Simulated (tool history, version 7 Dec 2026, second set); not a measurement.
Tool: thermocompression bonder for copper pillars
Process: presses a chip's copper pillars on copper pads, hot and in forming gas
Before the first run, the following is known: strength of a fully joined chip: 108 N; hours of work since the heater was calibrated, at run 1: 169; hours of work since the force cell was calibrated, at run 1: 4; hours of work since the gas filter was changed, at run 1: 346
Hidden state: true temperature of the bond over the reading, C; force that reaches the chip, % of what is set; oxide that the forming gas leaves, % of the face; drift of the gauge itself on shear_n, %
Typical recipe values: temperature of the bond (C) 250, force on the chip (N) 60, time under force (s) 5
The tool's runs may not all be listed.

run   hour  temperature of the bond (C)  force on the chip (N)  time under force (s)  hours of work since the heater was calibrated  hours of work since the force cell was calibrated  hours of work since the gas filter was changed  force that shears a chip off (N)
  1    0.0                          250                     60                     5                                            169                                                  4                                             346                              77.9
  2   35.8                          250                     60                     6                                            186                                                 21                                             362                              82.6
  3   54.7                          250                     60                     5                                            194                                                 29                                             371                              78.4
      62.9  -- forming gas filter changed
  4   78.8                          250                     79                     5                                            205                                                 40                                               7                              86.4
  5  107.5                          223                     79                     5                                            219                                                 53                                              21                              60.9
  6  144.5                          223                     79                     5                                            236                                                 71                                              38                              61.9
  7  167.5                          250                     60                     9                                            246                                                 81                                              48                              89.0
  8  206.3                          250                     60                     9                                            264                                                 99                                              66                              88.1
  9  239.0                          250                     60                    11                                            279                                                114                                              81                              91.7
 10  259.8                          250                     60                    11                                            289                                                124                                              91                              91.0
 11  298.6                          250                     60                    11                                            307                                                142                                             109                              92.1
 12  317.2                          231                     60                     5                                            315                                                150                                             117                              62.1
 13  354.1                          262                     60                     5                                            332                                                167                                             134                              88.6
 14  390.8                          262                     60                     5                                            349                                                184                                             151                              88.2
 15  422.1                          262                     60                     5                                            364                                                199                                             166                              87.9
 16  452.2                          262                     60                     5                                            378                                                212                                             180                              87.7
 17  484.6                          262                     60                     5                                            392                                                227                                             194                              88.2
 18  522.5                          262                     60                     5                                            410                                                245                                             212                              87.9
 19  562.2                          250                     60                     5                                            428                                                263                                             230                              78.5
 20  584.3                          250                     44                     5                                            438                                                273                                             240                              70.3
 21  609.2                          250                     44                     5                                            450                                                285                                             252                              69.5
 22  630.8                          250                     44                     5                                            460                                                295                                             262                              72.6
 23  652.0                          232                     62                     5                                            470                                                305                                             272                              63.5
 24  672.7                          231                     75                     5                                            479                                                314                                             281                              66.8
 25  701.8                          268                     60                    14                                            493                                                327                                             295                             102.5
 26  731.0                          248                     60                    10                                            506                                                341                                             308                              89.6
 27  761.4                          231                     40                     5                                            520                                                355                                             322                              50.6
 28  799.5                          249                     78                     5                                            538                                                373                                             340                              84.7

What will run 29 give?
 29  827.2                          249                     78                     5                                            550                                                385                                             352                                 ?

Run 29 yielded force that shears a chip off (N) 84.1.
If the tool had no hidden condition, the same run with the same run-to-run variation would have returned force that shears a chip off (N) 84.9.

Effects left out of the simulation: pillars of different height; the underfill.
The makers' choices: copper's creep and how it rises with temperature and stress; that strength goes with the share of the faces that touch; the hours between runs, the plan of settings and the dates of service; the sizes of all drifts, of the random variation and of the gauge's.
